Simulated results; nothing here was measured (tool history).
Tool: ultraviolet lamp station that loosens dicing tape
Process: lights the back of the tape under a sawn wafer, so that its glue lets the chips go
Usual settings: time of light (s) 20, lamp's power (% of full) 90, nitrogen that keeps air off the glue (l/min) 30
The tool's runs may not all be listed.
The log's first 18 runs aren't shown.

| run | hour | time of light (s) | lamp's power (% of full) | nitrogen that keeps air off the glue (l/min) | hours of work of the lamp | hours of work since the window was cleaned | force that peels the tape off (N) | light that reached the tape (mJ/cm²) |
|---|---|---|---|---|---|---|---|---|
| 19 | 1330.0 | 20 | 90 | 30 | 325 | 33 | 0.850 | 440 |
| 20 | 1415.3 | 20 | 90 | 30 | 367 | 74 | 0.899 | 436 |
| 21 | 1467.3 | 20 | 90 | 30 | 392 | 100 | 0.937 | 426 |
| 22 | 1515.3 | 20 | 90 | 30 | 415 | 123 | 0.954 | 430 |
| 23 | 1581.1 | 19 | 90 | 30 | 447 | 155 | 1.053 | 395 |
| 24 | 1658.5 | 18 | 66 | 30 | 485 | 193 | 1.959 | 270 |
| 25 | 1702.5 | 18 | 66 | 30 | 506 | 214 | 2.014 | 266 |
| 26 | 1743.2 | 22 | 90 | 30 | 526 | 234 | 0.889 | 438 |
| 27 | 1808.8 | 22 | 90 | 30 | 558 | 266 | 0.945 | 435 |
|  | 1883.8 | window cleaned of glue's vapour |
| 28 | 1900.3 | 22 | 85 | 30 | 602 | 8 | 0.967 | 422 |
| 29 | 1991.2 | 22 | 85 | 30 | 647 | 52 | 0.998 | 415 |
| 30 | 2065.2 | 39 | 80 | 43 | 683 | 88 | 0.258 | 673 |
| 31 | 2130.3 | 25 | 90 | 12 | 714 | 120 | 1.452 | 478 |
| 32 | 2173.1 | 20 | 71 | 51 | 735 | 141 | 1.289 | 300 |
| 33 | 2217.7 | 19 | 76 | 47 | 757 | 163 | 1.337 | 300 |
| 34 | 2280.2 | 21 | 97 | 30 | 787 | 193 | 0.949 | 417 |
| 35 | 2357.2 | 24 | 83 | 17 | 825 | 230 | 1.593 | 397 |
| 36 | 2400.7 | 19 | 63 | 14 | 846 | 252 | 3.059 | 237 |
| 37 | 2490.2 | 20 | 63 | 43 | 890 | 295 | 1.861 | 240 |
|  | 2505.1 | window cleaned of glue's vapour |
| 38 | 2579.4 | 24 | 61 | 11 | 933 | 36 | 2.767 | 286 |
| 39 | 2619.1 | 24 | 61 | 11 | 952 | 56 | 2.914 | 283 |
| 40 | 2700.8 | 15 | 70 | 21 | 992 | 95 | 3.131 | 202 |
| 41 | 2751.7 | 34 | 69 | 10 | 1017 | 120 | 1.806 | 438 |
| 42 | 2807.5 | 21 | 69 | 15 | 1044 | 147 | 2.715 | 266 |
| 43 | 2890.8 | 13 | 67 | 21 | 1084 | 188 | 3.620 | 158 |

3 ways to go on from here, each from the tool as it stands after run 43. What would each give?
| A | 2932.7 | 20 | 97 | 30 | 1105 | 208 | ? | ? |
| B | 2932.7 | 16 | 90 | 51 | 1105 | 208 | ? | ? |
| C | 2932.7 | 11 | 71 | 47 | 1105 | 208 | ? | ? |

| run | force that peels the tape off (N) | light that reached the tape (mJ/cm²) |
|---|---|---|
| A | 1.367 | 346 |
| B | 1.602 | 258 |
| C | 3.218 | 142 |
Without the tool's hidden state the same runs would have given:
| run | force that peels the tape off (N) | light that reached the tape (mJ/cm²) |
|---|---|---|
| A | 0.562 | 546 |
| B | 0.709 | 406 |
| C | 2.031 | 223 |
